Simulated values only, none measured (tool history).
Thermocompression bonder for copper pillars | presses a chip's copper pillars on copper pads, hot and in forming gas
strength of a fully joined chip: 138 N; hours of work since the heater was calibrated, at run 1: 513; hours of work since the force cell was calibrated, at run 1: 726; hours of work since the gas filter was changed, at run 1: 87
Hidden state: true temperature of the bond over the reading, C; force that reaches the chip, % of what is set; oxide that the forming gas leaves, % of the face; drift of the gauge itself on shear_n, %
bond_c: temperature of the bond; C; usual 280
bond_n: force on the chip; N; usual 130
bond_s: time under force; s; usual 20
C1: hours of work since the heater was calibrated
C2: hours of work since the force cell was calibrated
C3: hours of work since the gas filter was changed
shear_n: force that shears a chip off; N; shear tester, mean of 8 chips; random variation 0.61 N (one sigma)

{"run": 1, "day": 0.0, "bond_c": 280, "bond_n": 130, "bond_s": 20, "C1": 513, "C2": 726, "C3": 87, "shear_n": 61.2}
{"day": 0.471, "done": "heater calibrated with a thermocouple chip"}
{"run": 2, "day": 1.096, "bond_c": 280, "bond_n": 130, "bond_s": 19, "C1": 12, "C2": 745, "C3": 106, "shear_n": 58.5}
{"run": 3, "day": 1.946, "bond_c": 280, "bond_n": 130, "bond_s": 20, "C1": 28, "C2": 761, "C3": 122, "shear_n": 59.9}
{"run": 4, "day": 3.204, "bond_c": 280, "bond_n": 130, "bond_s": 20, "C1": 51, "C2": 785, "C3": 145, "shear_n": 59.2}
{"run": 5, "day": 4.033, "bond_c": 280, "bond_n": 130, "bond_s": 20, "C1": 67, "C2": 800, "C3": 161, "shear_n": 59.2}
{"run": 6, "day": 5.05, "bond_c": 280, "bond_n": 130, "bond_s": 20, "C1": 86, "C2": 819, "C3": 180, "shear_n": 60.1}
{"run": 7, "day": 6.162, "bond_c": 280, "bond_n": 130, "bond_s": 20, "C1": 107, "C2": 840, "C3": 201, "shear_n": 58.8}
{"run": 8, "day": 6.888, "bond_c": 280, "bond_n": 130, "bond_s": 20, "C1": 120, "C2": 854, "C3": 214, "shear_n": 59.1}
{"day": 7.604, "done": "force cell calibrated"}
{"day": 7.892, "done": "forming gas filter changed"}
{"run": 9, "day": 8.233, "bond_c": 280, "bond_n": 154, "bond_s": 20, "C1": 144, "C2": 11, "C3": 6, "shear_n": 70.7}
{"run": 10, "day": 8.883, "bond_c": 280, "bond_n": 130, "bond_s": 20, "C1": 156, "C2": 24, "C3": 19, "shear_n": 58.9}
{"run": 11, "day": 9.896, "bond_c": 283, "bond_n": 130, "bond_s": 20, "C1": 175, "C2": 43, "C3": 38, "shear_n": 62.1}
{"run": 12, "day": 11.188, "bond_c": 283, "bond_n": 130, "bond_s": 20, "C1": 199, "C2": 67, "C3": 62, "shear_n": 62.1}
{"run": 13, "day": 12.025, "bond_c": 288, "bond_n": 181, "bond_s": 25, "C1": 215, "C2": 83, "C3": 78, "shear_n": 94.1}
{"run": 14, "day": 13.046, "bond_c": 301, "bond_n": 80, "bond_s": 34, "C1": 234, "C2": 102, "C3": 97, "shear_n": 58.7}

Forecast run 15:
{"run": 15, "day": 13.846, "bond_c": 276, "bond_n": 79, "bond_s": 34, "C1": 249, "C2": 117, "C3": 112, "shear_n": "?"}

Run 15 gave shear_n 40.1 N.
Without the tool's hidden state the same run would have given shear_n 40.1 N.
